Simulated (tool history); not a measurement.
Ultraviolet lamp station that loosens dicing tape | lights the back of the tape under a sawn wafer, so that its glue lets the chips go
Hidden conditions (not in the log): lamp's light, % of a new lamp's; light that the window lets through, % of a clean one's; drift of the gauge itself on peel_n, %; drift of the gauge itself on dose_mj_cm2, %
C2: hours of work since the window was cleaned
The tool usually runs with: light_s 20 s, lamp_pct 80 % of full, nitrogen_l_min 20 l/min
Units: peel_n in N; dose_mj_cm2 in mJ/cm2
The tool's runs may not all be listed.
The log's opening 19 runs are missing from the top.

Run 20, day 8.883: usual settings but light_s 12 s, lamp_pct 63 % of full, nitrogen_l_min 26 l/min; hours of work of the lamp 177; C2 12. Result: peel_n 1.418 N, dose_mj_cm2 208 mJ/cm2.
Run 21, day 9.171: usual settings but light_s 32 s, lamp_pct 97 % of full; hours of work of the lamp 180; C2 15. Result: peel_n 0.181 N, dose_mj_cm2 854 mJ/cm2.
Run 22, day 9.733: usual settings but light_s 10 s, lamp_pct 69 % of full, nitrogen_l_min 22 l/min; hours of work of the lamp 186; C2 22. Result: peel_n 1.768 N, dose_mj_cm2 186 mJ/cm2.
Run 23, day 10.175: usual settings but light_s 10 s, lamp_pct 69 % of full, nitrogen_l_min 22 l/min; hours of work of the lamp 191; C2 26. Result: peel_n 1.89 N, dose_mj_cm2 187 mJ/cm2.
Run 24, day 10.762: usual settings but light_s 10 s, lamp_pct 69 % of full, nitrogen_l_min 22 l/min; hours of work of the lamp 197; C2 33. Result: peel_n 1.857 N, dose_mj_cm2 183 mJ/cm2.
At day 10.871: window cleaned of glue's vapour, once more.
Run 25, day 11.346: usual settings but light_s 15 s, lamp_pct 70 % of full, nitrogen_l_min 12 l/min; hours of work of the lamp 204; C2 5. Result: peel_n 1.095 N, dose_mj_cm2 305 mJ/cm2.
Run 26, day 11.638: usual settings but light_s 33 s, lamp_pct 64 % of full, nitrogen_l_min 14 l/min; hours of work of the lamp 207; C2 8. Result: peel_n 0.246 N, dose_mj_cm2 601 mJ/cm2.
Run 27, day 11.9: usual settings but light_s 33 s, lamp_pct 64 % of full, nitrogen_l_min 14 l/min; hours of work of the lamp 210; C2 11. Result: peel_n 0.241 N, dose_mj_cm2 608 mJ/cm2.
Run 28, day 12.2: usual settings but light_s 13 s, lamp_pct 64 % of full, nitrogen_l_min 28 l/min; hours of work of the lamp 213; C2 15. Result: peel_n 1.054 N, dose_mj_cm2 241 mJ/cm2.
Run 29, day 12.538: usual settings but light_s 37 s; hours of work of the lamp 217; C2 18. Result: peel_n 0.171 N, dose_mj_cm2 842 mJ/cm2.
Run 30, day 13.029: usual settings but light_s 37 s; hours of work of the lamp 222; C2 24. Result: peel_n 0.175 N, dose_mj_cm2 843 mJ/cm2.
Run 31, day 13.488: usual settings but lamp_pct 67 % of full; hours of work of the lamp 227; C2 29. Result: peel_n 0.483 N, dose_mj_cm2 382 mJ/cm2.
Run 32, day 13.783: usual settings but light_s 11 s, lamp_pct 92 % of full, nitrogen_l_min 19 l/min; hours of work of the lamp 230; C2 32. Result: peel_n 0.924 N, dose_mj_cm2 287 mJ/cm2.
Run 33, day 14.338: usual settings but light_s 17 s, lamp_pct 72 % of full, nitrogen_l_min 6 l/min; hours of work of the lamp 236; C2 38. Result: peel_n 1.285 N, dose_mj_cm2 344 mJ/cm2.
Run 34, day 14.896: usual settings but light_s 17 s, lamp_pct 74 % of full, nitrogen_l_min 24 l/min; hours of work of the lamp 242; C2 44. Result: peel_n 0.498 N, dose_mj_cm2 359 mJ/cm2.

4 options for the next run, each taken on its own from the tool as it stands now. Forecast them:
Run A, day 15.508: usual settings but light_s 12 s, lamp_pct 74 % of full, nitrogen_l_min 7 l/min; hours of work of the lamp 249; C2 51. Result: peel_n ?, dose_mj_cm2 ?.
Run B, day 15.508: usual settings but light_s 27 s, lamp_pct 97 % of full, nitrogen_l_min 15 l/min; hours of work of the lamp 249; C2 51. Result: peel_n ?, dose_mj_cm2 ?.
Run C, day 15.508: usual settings but lamp_pct 73 % of full; hours of work of the lamp 249; C2 51. Result: peel_n ?, dose_mj_cm2 ?.
Run D, day 15.508: usual settings but light_s 22 s, lamp_pct 74 % of full, nitrogen_l_min 11 l/min; hours of work of the lamp 249; C2 51. Result: peel_n ?, dose_mj_cm2 ?.

run  peel_n  dose_mj_cm2
  A   2.088          249
  B   0.192          735
  C     0.4          408
  D   0.483          463
The same runs, with their run-to-run variation unchanged, on a tool lacking any hidden condition would have given:
run  peel_n  dose_mj_cm2
  A   1.712          284
  B    0.18          836
  C   0.306          464
  D   0.365          526

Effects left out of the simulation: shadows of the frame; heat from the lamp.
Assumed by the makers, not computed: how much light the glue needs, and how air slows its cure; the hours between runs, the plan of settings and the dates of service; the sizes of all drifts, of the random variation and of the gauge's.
